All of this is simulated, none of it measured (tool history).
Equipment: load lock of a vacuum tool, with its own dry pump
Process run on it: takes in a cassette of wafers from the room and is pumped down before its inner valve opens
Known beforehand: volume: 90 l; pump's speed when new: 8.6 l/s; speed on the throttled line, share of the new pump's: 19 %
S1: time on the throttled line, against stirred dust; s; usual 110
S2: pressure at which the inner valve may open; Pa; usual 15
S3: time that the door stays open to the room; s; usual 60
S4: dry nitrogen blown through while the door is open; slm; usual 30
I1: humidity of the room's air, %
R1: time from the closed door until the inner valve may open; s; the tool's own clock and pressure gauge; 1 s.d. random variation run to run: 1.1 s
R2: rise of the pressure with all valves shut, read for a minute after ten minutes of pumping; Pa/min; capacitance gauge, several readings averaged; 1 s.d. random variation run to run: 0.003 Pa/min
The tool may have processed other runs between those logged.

run,hour,S1,S2,S3,S4,I1,R1,R2
1,0,110,15,60,30,48,182.9,0.013
2,297.2,110,15,60,30,50.9,183,0.008
3,478.8,152,15,60,30,44.3,216.4,0.011
4,832.1,110,12,60,30,47.6,183.5,0.013
5,1206.9,125,15,60,30,46.3,195,0.01
6,1445.6,125,15,60,30,44.4,193.7,0.014
7,1832.1,110,16,60,30,46.8,182.3,0.012
8,2087.7,110,16,60,30,42.7,181.6,0.011
9,2316,110,16,60,30,42.5,181.3,0.009
10,2570.7,110,16,60,32,47.1,183.5,0.017
11,2898,110,16,60,32,39.9,183.4,0.009
12,3275.7,110,16,60,32,43.9,181.1,0.009
13,3679.4,110,16,60,32,41.7,181.7,0.004
14,3980.9,133,29,60,30,46.1,194.8,0.012
15,4385.2,122,15,157,38,44,192.5,0.017
16,4778.5,95,15,25,16,48.5,170.9,0.016
17,5216.8,95,15,25,16,46,170.5,0.012
18,5405.2,119,16,155,30,42.5,188.1,0.016
19,5835.6,143,26,56,7,45.5,203.2,0.027
20,6197.5,96,26,84,7,44.5,164.7,0.032
21,6378.6,96,26,36,7,43.1,164.1,0.02
22,6661.7,65,11,28,12,46.8,149.1,0.018
23,7070.5,65,11,28,38,49.1,148.6,0.011
24,7408.7,65,11,28,38,45.4,150.4,0.002
25,7668.4,110,13,60,12,41,183.6,0.021
26,8012.8,71,26,60,30,45.6,144.7,0.012

The log once held 1 entry between its listed runs, left out of this copy. Where does each go, and what is different about the tool's unlogged condition between the listed run before it and the listed run after it?
Logged between run 22 and run 23: door's seal changed, seat wiped (hour 6851)
  leak at the door's seal, Pa l/s: 0.0035 -> 0.002

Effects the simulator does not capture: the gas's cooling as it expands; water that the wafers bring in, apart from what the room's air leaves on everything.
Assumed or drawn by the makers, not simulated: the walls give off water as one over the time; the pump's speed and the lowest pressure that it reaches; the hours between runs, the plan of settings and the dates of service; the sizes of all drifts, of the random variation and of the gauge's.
